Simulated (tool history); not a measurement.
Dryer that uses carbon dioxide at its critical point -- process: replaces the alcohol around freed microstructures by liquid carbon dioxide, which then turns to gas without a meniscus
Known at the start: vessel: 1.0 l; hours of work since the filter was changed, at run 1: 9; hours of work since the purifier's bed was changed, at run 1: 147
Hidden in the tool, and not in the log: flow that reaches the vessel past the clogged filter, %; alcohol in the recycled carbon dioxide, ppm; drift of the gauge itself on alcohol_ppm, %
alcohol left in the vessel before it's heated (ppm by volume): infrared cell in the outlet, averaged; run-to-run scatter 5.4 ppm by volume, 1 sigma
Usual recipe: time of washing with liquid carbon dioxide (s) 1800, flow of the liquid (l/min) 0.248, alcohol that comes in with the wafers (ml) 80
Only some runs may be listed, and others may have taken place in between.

run   hour  time of washing with liquid carbon dioxide (s)  flow of the liquid (l/min)  alcohol that comes in with the wafers (ml)  hours of work since the filter was changed  hours of work since the purifier's bed was changed  alcohol left in the vessel before it's heated (ppm by volume)
  1      0                                            1800                       0.248                                          80                                           9                                                 147                                                            169
  2    6.6                                            1800                       0.248                                          80                                          12                                                 150                                                            168
  3   16.5                                            1800                       0.248                                         116                                          17                                                 155                                                            231
  4   23.1                                            1800                       0.248                                          80                                          19                                                 158                                                            167
  5   28.8                                            1800                       0.248                                          80                                          22                                                 160                                                            178
  6     38                                            1800                       0.248                                          80                                          26                                                 164                                                            179
  7   49.2                                            1800                       0.248                                          80                                          31                                                 169                                                            178
  8     63                                            1800                       0.248                                          80                                          37                                                 176                                                            182
  9   74.7                                            1800                       0.346                                          80                                          42                                                 181                                                             55
 10   84.8                                            1800                       0.346                                          80                                          47                                                 185                                                             49
 11   98.3                                            1800                       0.346                                          80                                          53                                                 191                                                             64
 12    112                                            1800                       0.346                                          80                                          59                                                 197                                                             69
 13  120.6                                            1800                       0.346                                          80                                          63                                                 201                                                             62
 14    130                                            1800                       0.346                                          60                                          67                                                 205                                                             61
 15  139.1                                            1800                       0.346                                          60                                          71                                                 209                                                             62
 16  151.8                                            2400                       0.248                                          80                                          77                                                 215                                                             83
 17  165.7                                            2400                       0.248                                          80                                          83                                                 221                                                             69
 18  178.8                                            1800                       0.248                                          80                                          89                                                 227                                                            227
 19  191.1                                            1800                       0.173                                          80                                          94                                                 233                                                           1102
 20  199.9                                            1800                       0.173                                          80                                          98                                                 237                                                           1099
 21  210.7                                            1800                       0.248                                          80                                         103                                                 241                                                            237
 22  223.1                                            1800                       0.248                                          80                                         109                                                 247                                                            235
 23    232                                            1800                       0.248                                          80                                         113                                                 251                                                            243
 24  240.6                                            1800                       0.262                                          80                                         116                                                 255                                                            191
 25  250.6                                            1800                       0.262                                          80                                         121                                                 259                                                            199
 26  260.5                                            1800                       0.262                                          80                                         125                                                 264                                                            200
 27  271.2                                            2520                       0.281                                         112                                         130                                                 268                                                             65
 28  283.4                                            2520                       0.347                                          80                                         136                                                 274                                                             75
 29  289.9                                            1980                       0.347                                          80                                         138                                                 277                                                             67
 30  301.2                                            1800                       0.341                                          23                                         143                                                 282                                                             74
 31  311.7                                            1800                       0.341                                          23                                         148                                                 286                                                             68
 32  321.4                                            2520                        0.15                                          80                                         152                                                 291                                                            538
 33  328.9                                            2400                       0.259                                          48                                         156                                                 294                                                             90
 34  342.8                                            1560                       0.211                                          84                                         162                                                 300                                                           1139
 35  350.5                                            1200                        0.22                                         107                                         165                                                 304                                                           3390
 36  363.2                                            2700                        0.27                                          58                                         171                                                 309                                                             74
 37  374.3                                            1620                       0.169                                          39                                         176                                                 314                                                           1111
 38  388.3                                            2100                        0.31                                          39                                         182                                                 321                                                             75
 39  400.1                                            2100                        0.31                                          32                                         188                                                 326                                                             88
 40  410.6                                            2520                       0.405                                          45                                         192                                                 330                                                             80
 41  424.6                                            1800                       0.161                                          80                                         198                                                 337                                                           1869
 42  431.4                                            1800                       0.161                                          80                                         201                                                 340                                                           1863
     437.3  -- inlet filter changed
 43  440.5                                            2520                       0.248                                          80                                           1                                                 343                                                             88
 44  454.4                                            1140                       0.386                                          28                                           8                                                 350                                                            129
 45    468                                            1560                       0.248                                          87                                          14                                                 356                                                            428
 46  474.1                                            1560                       0.248                                          87                                          16                                                 358                                                            428
 47  488.3                                            1140                       0.379                                          87                                          23                                                 365                                                            284

Below, some changes in alcohol left in the vessel before it's heated (ppm by volume) between adjacent runs. For each, the amount present without the hidden state too (settings, incoming material, random variation) and the amount remaining for the hidden state with gauge scatter not shared by both compared results:
Run 34 -> 35: time of washing with liquid carbon dioxide (s) 1560 -> 1200, flow of the liquid (l/min) 0.211 -> 0.22, alcohol that comes in with the wafers (ml) 84 -> 107. alcohol left in the vessel before it's heated (ppm by volume) +2251: hidden state +605, all else +1646.
Run 35 -> 36: time of washing with liquid carbon dioxide (s) 1200 -> 2700, flow of the liquid (l/min) 0.22 -> 0.27, alcohol that comes in with the wafers (ml) 107 -> 58. alcohol left in the vessel before it's heated (ppm by volume) -3316: hidden state -970, all else -2346.
Run 40 -> 41: time of washing with liquid carbon dioxide (s) 2520 -> 1800, flow of the liquid (l/min) 0.405 -> 0.161, alcohol that comes in with the wafers (ml) 45 -> 80. alcohol left in the vessel before it's heated (ppm by volume) +1789: hidden state +667, all else +1122.
Run 42 -> 43: time of washing with liquid carbon dioxide (s) 1800 -> 2520, flow of the liquid (l/min) 0.161 -> 0.248, inlet filter changed. alcohol left in the vessel before it's heated (ppm by volume) -1775: hidden state -665, all else -1110.
